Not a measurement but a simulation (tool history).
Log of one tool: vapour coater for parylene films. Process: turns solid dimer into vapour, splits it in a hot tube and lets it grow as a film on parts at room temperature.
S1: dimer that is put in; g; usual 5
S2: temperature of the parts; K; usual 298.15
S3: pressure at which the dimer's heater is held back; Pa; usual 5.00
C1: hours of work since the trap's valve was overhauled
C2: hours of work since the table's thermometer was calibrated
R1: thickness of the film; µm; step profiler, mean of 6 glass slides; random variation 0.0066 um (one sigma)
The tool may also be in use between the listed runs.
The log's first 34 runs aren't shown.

run	hour	S1	S2	S3	C1	C2	R1
35	678.9	4	298.15	3.11	113	49	1.737
36	698.5	4	298.15	3.11	124	61	1.747
37	715.3	4	294.15	5.49	134	70	1.804
38	736.9	2	298.15	4.78	146	83	0.803
39	758.8	4	301.15	6.18	159	95	1.367
40	785.8	4	309.15	6.18	174	111	1.018
41	813.7	4	309.15	6.18	190	127	1.023
42	838.5	2	291.15	8.38	205	141	0.918
43	864.9	2	293.15	7.73	220	156	0.860
44	891.9	4	292.15	5.00	235	171	1.937
45	918.7	4	296.15	7.44	251	187	1.554

Forecast each of these 3 alternatives for the next run:
A	936.6	3	296.15	5.78	261	197	?
B	936.6	4	296.15	9.30	261	197	?
C	936.6	4	296.15	7.44	261	197	?

run	R1
A	1.207
B	1.497
C	1.549
Without the tool's hidden state the same runs would have given:
run	R1
A	1.261
B	1.564
C	1.618
